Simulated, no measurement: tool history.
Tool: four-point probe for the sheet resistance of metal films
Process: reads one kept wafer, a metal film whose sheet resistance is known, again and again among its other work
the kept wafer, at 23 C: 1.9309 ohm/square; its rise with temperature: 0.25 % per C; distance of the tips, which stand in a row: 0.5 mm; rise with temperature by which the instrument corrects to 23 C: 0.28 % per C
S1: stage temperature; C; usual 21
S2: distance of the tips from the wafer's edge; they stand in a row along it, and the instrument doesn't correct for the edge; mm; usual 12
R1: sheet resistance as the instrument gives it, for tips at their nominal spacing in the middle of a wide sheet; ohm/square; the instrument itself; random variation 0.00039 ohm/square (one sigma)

run,hour,S1,S2,R1
1,0,21,12,1.931787
2,28.9,21,12,1.932725
3,58,21,5,1.940498
4,82.2,21,31,1.930542
5,129.1,34,31,1.923582
6,174.9,21,12,1.933129
7,215.8,21,13,1.932608
8,252.8,21,13,1.933801
9,286.3,21,28,1.932933
10,324.6,34,28,1.926145
11,354.8,19,9,1.93733
12,392.4,25,9,1.934377
13,420.4,30,8,1.932198
14,471.8,30,8,1.933289
15,503.1,30,8,1.933972
16,542.9,24,4,1.949911
17,579.3,24,4,1.94952
18,606.1,21,15,1.937104
19,654.5,21,4,1.95207

The same runs without the tool's hidden state, with the same run-to-run variation:
The hidden state here: inner tips' distance over the nominal, %; tips' flats over new ones', %; wafer's true temperature over the reading, C; drift of the gauge itself on sheet_ohm, %.
run,R1
1,1.933845
2,1.934512
3,1.942037
4,1.931878
5,1.924507
6,1.933603
7,1.932701
8,1.93356
9,1.932391
10,1.925283
11,1.936126
12,1.932855
13,1.93047
14,1.931103
15,1.93149
16,1.947034
17,1.946322
18,1.933683
19,1.948173
